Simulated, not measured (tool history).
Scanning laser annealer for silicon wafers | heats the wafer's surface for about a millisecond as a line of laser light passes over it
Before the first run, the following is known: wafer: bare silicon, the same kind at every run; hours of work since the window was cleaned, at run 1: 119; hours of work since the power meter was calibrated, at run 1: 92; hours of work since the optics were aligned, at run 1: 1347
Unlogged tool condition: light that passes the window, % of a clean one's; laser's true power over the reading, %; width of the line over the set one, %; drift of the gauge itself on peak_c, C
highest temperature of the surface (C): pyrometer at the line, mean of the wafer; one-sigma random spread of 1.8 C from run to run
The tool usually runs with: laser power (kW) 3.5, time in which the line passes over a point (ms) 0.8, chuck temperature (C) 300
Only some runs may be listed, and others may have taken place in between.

run   hour  laser power (kW)  time in which the line passes over a point (ms)  chuck temperature (C)  hours of work since the window was cleaned  hours of work since the power meter was calibrated  hours of work since the optics were aligned  highest temperature of the surface (C)
  1      0               3.5                                              0.8                    300                                         119                                                  92                                         1347                                    1052
  2    9.5               3.5                                              0.8                    300                                         124                                                  97                                         1352                                    1051
  3   16.1               3.5                                              0.8                    300                                         127                                                 100                                         1355                                    1053
  4   25.7               3.5                                              0.8                    300                                         132                                                 105                                         1360                                    1054
  5   39.2               3.5                                              0.8                    300                                         139                                                 112                                         1367                                    1051
  6   46.2               3.5                                              0.8                    300                                         142                                                 116                                         1371                                    1051
  7   59.5               3.5                                              0.8                    300                                         149                                                 123                                         1378                                    1049
  8   69.3               3.5                                              0.8                    300                                         154                                                 128                                         1383                                    1050
  9   78.5               3.5                                              0.8                    300                                         159                                                 132                                         1388                                    1052
 10   85.3               3.5                                              0.8                    300                                         163                                                 136                                         1391                                    1045
 11   93.1               3.5                                              0.8                    310                                         167                                                 140                                         1395                                    1057
 12  104.3               3.5                                              0.8                    310                                         172                                                 146                                         1401                                    1058
 13  110.6               3.5                                              0.8                    333                                         176                                                 149                                         1404                                    1080
 14  117.5               3.5                                              0.8                    300                                         179                                                 153                                         1408                                    1046
 15  127.6               3.5                                              0.8                    300                                         184                                                 158                                         1413                                    1045
 16  141.7               3.5                                              0.8                    300                                         192                                                 165                                         1420                                    1044
 17  155.9               3.5                                            0.647                    300                                         199                                                 172                                         1427                                     969
 18  167.2               3.5                                            0.647                    300                                         205                                                 178                                         1433                                     967
 19  179.9               3.5                                            0.961                    300                                         211                                                 185                                         1440                                    1110
 20  189.8               3.5                                            0.961                    300                                         216                                                 190                                         1445                                    1111
 21  197.2             3.786                                            0.961                    295                                         220                                                 193                                         1448                                    1189

Run 22 is up next; what results do you expect?
 22  210.7               3.5                                            0.714                    300                                         227                                                 200                                         1455                                       ?

highest temperature of the surface (C): 998
If the tool had no hidden condition, the same run with the same run-to-run variation would have returned highest temperature of the surface (C) 1038.

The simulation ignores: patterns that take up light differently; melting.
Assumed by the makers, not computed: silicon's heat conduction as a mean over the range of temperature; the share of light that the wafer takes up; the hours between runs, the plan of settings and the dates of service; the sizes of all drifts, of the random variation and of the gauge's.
